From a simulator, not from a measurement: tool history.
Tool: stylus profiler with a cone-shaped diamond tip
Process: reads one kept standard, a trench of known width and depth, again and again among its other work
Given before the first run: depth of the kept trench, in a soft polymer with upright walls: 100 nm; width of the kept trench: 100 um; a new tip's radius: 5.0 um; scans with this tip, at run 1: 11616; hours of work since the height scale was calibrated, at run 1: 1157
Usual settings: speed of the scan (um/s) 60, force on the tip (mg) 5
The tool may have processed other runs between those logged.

run   hour  speed of the scan (um/s)  force on the tip (mg)  scans with this tip  hours of work since the height scale was calibrated  depth of the trench (nm)  width of the trench's floor (µm)
  1      0                        60                      5                11616                                                 1157                    100.54                             97.25
  2   12.3                        60                   5.87                11700                                                 1166                    100.66                             97.23
  3   24.2                        60                   5.87                11782                                                 1174                    100.69                             97.25
  4   33.2                        60                      5                11844                                                 1180                    100.55                              97.2
  5   49.5                        60                   9.25                11956                                                 1191                    101.06                             97.26
  6   64.6                        60                   9.25                12060                                                 1202                    101.03                             97.28
  7   78.2                        60                   9.25                12154                                                 1211                    101.03                             97.22
  8   92.4                        60                   9.25                12251                                                 1221                    101.08                             97.21
        94  -- height scale calibrated on a step standard
  9  111.1                       209                   3.58                12376                                                   12                    100.18                             96.55
 10  123.2                       209                   3.58                12459                                                   20                    100.13                             96.53
 11  137.4                       187                   1.83                12557                                                   30                     99.87                             96.43
     140.8  -- height scale calibrated on a step standard, once more
 12  155.1                       201                   2.17                12675                                                   10                     100.5                             96.38
 13  171.2                       201                   2.17                12786                                                   21                     100.5                             96.35
 14  184.3                       185                   3.32                12876                                                   30                    100.73                             96.65

3 options for the next run, each taken on its own from the tool as it stands now. Forecast them:
  A  194.7                        27                  10.29                12948                                                   37                         ?                                 ?
  B  194.7                       147                   1.68                12948                                                   37                         ?                                 ?
  C  194.7                        60                   3.26                12948                                                   37                         ?                                 ?

run  depth of the trench (nm)  width of the trench's floor (µm)
  A                    101.47                             97.31
  B                    100.46                             96.46
  C                    100.71                             97.07
Take away the tool's hidden state, keep each run's random variation, and the runs would have read:
run  depth of the trench (nm)  width of the trench's floor (µm)
  A                     101.5                             97.95
  B                    100.48                             97.09
  C                    100.74                              97.7

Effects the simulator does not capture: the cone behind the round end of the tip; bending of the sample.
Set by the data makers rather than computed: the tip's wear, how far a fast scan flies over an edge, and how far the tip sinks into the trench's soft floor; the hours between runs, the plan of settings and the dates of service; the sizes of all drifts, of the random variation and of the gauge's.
